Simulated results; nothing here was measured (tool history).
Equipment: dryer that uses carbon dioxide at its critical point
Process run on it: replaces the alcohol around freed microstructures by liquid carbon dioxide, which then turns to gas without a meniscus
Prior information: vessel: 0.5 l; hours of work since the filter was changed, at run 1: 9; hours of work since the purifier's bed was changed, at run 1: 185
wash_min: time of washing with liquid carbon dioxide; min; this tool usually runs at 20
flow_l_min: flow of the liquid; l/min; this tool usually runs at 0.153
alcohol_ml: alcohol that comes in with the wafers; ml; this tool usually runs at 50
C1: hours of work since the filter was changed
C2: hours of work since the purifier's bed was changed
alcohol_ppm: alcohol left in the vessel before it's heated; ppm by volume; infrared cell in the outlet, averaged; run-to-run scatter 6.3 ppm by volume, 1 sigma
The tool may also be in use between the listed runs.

Run 1, hour 0.0: usual settings; C1 9; C2 185. Result: alcohol_ppm 322 ppm by volume.
Run 2, hour 41.2: usual settings; C1 36; C2 212. Result: alcohol_ppm 357 ppm by volume.
Run 3, hour 80.3: usual settings; C1 62; C2 238. Result: alcohol_ppm 421 ppm by volume.
Run 4, hour 115.4: usual settings; C1 86; C2 261. Result: alcohol_ppm 452 ppm by volume.
Run 5, hour 155.3: usual settings; C1 112; C2 288. Result: alcohol_ppm 507 ppm by volume.
Run 6, hour 174.4: usual settings but wash_min 22 min; C1 125; C2 301. Result: alcohol_ppm 337 ppm by volume.
Run 7, hour 205.5: usual settings but wash_min 22 min; C1 146; C2 321. Result: alcohol_ppm 386 ppm by volume.
Run 8, hour 225.3: usual settings; C1 159; C2 335. Result: alcohol_ppm 614 ppm by volume.
At hour 232.3: inlet filter changed.
Run 9, hour 250.6: usual settings but wash_min 14 min; C1 12; C2 351. Result: alcohol_ppm 1705 ppm by volume.
Run 10, hour 270.2: usual settings but wash_min 14 min; C1 25; C2 364. Result: alcohol_ppm 1722 ppm by volume.
Run 11, hour 288.8: usual settings but alcohol_ml 84 ml; C1 38; C2 376. Result: alcohol_ppm 609 ppm by volume.
Run 12, hour 318.2: usual settings; C1 57; C2 396. Result: alcohol_ppm 449 ppm by volume.
Run 13, hour 337.3: usual settings; C1 70; C2 409. Result: alcohol_ppm 465 ppm by volume.
Run 14, hour 370.2: usual settings; C1 92; C2 430. Result: alcohol_ppm 500 ppm by volume.
Run 15, hour 393.5: usual settings; C1 107; C2 446. Result: alcohol_ppm 536 ppm by volume.
Run 16, hour 415.5: usual settings; C1 122; C2 461. Result: alcohol_ppm 575 ppm by volume.
Run 17, hour 455.7: usual settings; C1 149; C2 487. Result: alcohol_ppm 616 ppm by volume.
At hour 477.5: inlet filter changed.
Run 18, hour 490.1: usual settings; C1 8; C2 510. Result: alcohol_ppm 387 ppm by volume.
Run 19, hour 518.2: usual settings; C1 27; C2 528. Result: alcohol_ppm 436 ppm by volume.
Run 20, hour 536.0: usual settings; C1 39; C2 540. Result: alcohol_ppm 445 ppm by volume.
Run 21, hour 568.8: usual settings; C1 61; C2 562. Result: alcohol_ppm 472 ppm by volume.
Run 22, hour 587.9: usual settings; C1 73; C2 575. Result: alcohol_ppm 514 ppm by volume.
Run 23, hour 604.9: usual settings; C1 85; C2 586. Result: alcohol_ppm 525 ppm by volume.
Run 24, hour 645.1: usual settings but alcohol_ml 25 ml; C1 112; C2 613. Result: alcohol_ppm 361 ppm by volume.
Run 25, hour 664.5: usual settings but wash_min 23 min, flow_l_min 0.172 l/min, alcohol_ml 65 ml; C1 124; C2 626. Result: alcohol_ppm 258 ppm by volume.
Run 26, hour 692.8: usual settings but wash_min 21 min, flow_l_min 0.172 l/min, alcohol_ml 65 ml; C1 143; C2 644. Result: alcohol_ppm 398 ppm by volume.
Run 27, hour 716.3: usual settings but wash_min 13 min, flow_l_min 0.152 l/min; C1 159; C2 660. Result: alcohol_ppm 3494 ppm by volume.
At hour 722.7: inlet filter changed.
Run 28, hour 748.8: usual settings but wash_min 13 min, flow_l_min 0.243 l/min; C1 17; C2 681. Result: alcohol_ppm 380 ppm by volume.
Run 29, hour 770.3: usual settings but wash_min 18 min, flow_l_min 0.112 l/min, alcohol_ml 25 ml; C1 32; C2 695. Result: alcohol_ppm 1297 ppm by volume.
Run 30, hour 801.8: usual settings but wash_min 26 min, flow_l_min 0.128 l/min, alcohol_ml 104 ml; C1 53; C2 716. Result: alcohol_ppm 602 ppm by volume.
Run 31, hour 841.0: usual settings but alcohol_ml 86 ml; C1 79; C2 742. Result: alcohol_ppm 807 ppm by volume.
Run 32, hour 866.1: usual settings but flow_l_min 0.107 l/min, alcohol_ml 26 ml; C1 95; C2 759. Result: alcohol_ppm 1349 ppm by volume.
Run 33, hour 899.3: usual settings but flow_l_min 0.107 l/min, alcohol_ml 26 ml; C1 117; C2 781. Result: alcohol_ppm 1463 ppm by volume.
Run 34, hour 933.8: usual settings but flow_l_min 0.107 l/min, alcohol_ml 26 ml; C1 140; C2 804. Result: alcohol_ppm 1498 ppm by volume.
At hour 966.6: inlet filter changed.
Run 35, hour 966.6: usual settings but wash_min 25 min, flow_l_min 0.156 l/min, alcohol_ml 35 ml; C1 0; C2 825. Result: alcohol_ppm 239 ppm by volume.
Run 36, hour 990.9: usual settings but wash_min 21 min, flow_l_min 0.117 l/min, alcohol_ml 58 ml; C1 16; C2 841. Result: alcohol_ppm 1296 ppm by volume.
Run 37, hour 1013.4: usual settings but wash_min 26 min, flow_l_min 0.111 l/min; C1 31; C2 856. Result: alcohol_ppm 655 ppm by volume.
Run 38, hour 1030.7: usual settings but flow_l_min 0.209 l/min, alcohol_ml 30 ml; C1 43; C2 868. Result: alcohol_ppm 238 ppm by volume.
Run 39, hour 1054.2: usual settings but wash_min 30 min, flow_l_min 0.209 l/min, alcohol_ml 47 ml; C1 58; C2 884. Result: alcohol_ppm 217 ppm by volume.
Run 40, hour 1080.4: usual settings but flow_l_min 0.222 l/min; C1 76; C2 901. Result: alcohol_ppm 253 ppm by volume.
Run 41, hour 1111.2: usual settings but flow_l_min 0.222 l/min; C1 96; C2 922. Result: alcohol_ppm 266 ppm by volume.
Run 42, hour 1140.7: usual settings but flow_l_min 0.176 l/min, alcohol_ml 44 ml; C1 116; C2 941. Result: alcohol_ppm 403 ppm by volume.
Run 43, hour 1160.4: usual settings but flow_l_min 0.176 l/min, alcohol_ml 44 ml; C1 129; C2 954. Result: alcohol_ppm 422 ppm by volume.
Run 44, hour 1193.3: usual settings but wash_min 30 min, flow_l_min 0.176 l/min, alcohol_ml 44 ml; C1 151; C2 976. Result: alcohol_ppm 245 ppm by volume.
At hour 1211.2: inlet filter changed.
Run 45, hour 1221.8: usual settings but wash_min 12 min, flow_l_min 0.221 l/min, alcohol_ml 37 ml; C1 7; C2 994. Result: alcohol_ppm 634 ppm by volume.
Run 46, hour 1256.9: usual settings but wash_min 12 min, flow_l_min 0.214 l/min, alcohol_ml 37 ml; C1 30; C2 1018. Result: alcohol_ppm 769 ppm by volume.

Table of differences, measured result less the result of that run with no hidden state. Run-to-run variation is the same in both. Gauge scatter possibly is not:
What the log doesn't record here: flow that reaches the vessel past the clogged filter, %; alcohol in the recycled carbon dioxide, ppm; drift of the gauge itself on alcohol_ppm, %.
run  alcohol_ppm
  1          +64
  2         +111
  3         +159
  4         +196
  5         +253
  6         +203
  7         +240
  8         +361
  9         +211
 10         +269
 11         +193
 12         +187
 13         +212
 14         +252
 15         +282
 16         +319
 17         +368
 18         +135
 19         +170
 20         +186
 21         +222
 22         +251
 23         +272
 24         +230
 25         +213
 26         +283
 27        +1387
 28         +189
 29         +277
 30         +273
 31         +373
 32         +492
 33         +587
 34         +658
 35         +203
 36         +283
 37         +274
 38         +214
 39         +213
 40         +234
 41         +250
 42         +310
 43         +325
 44         +245
 45         +259
 46         +317
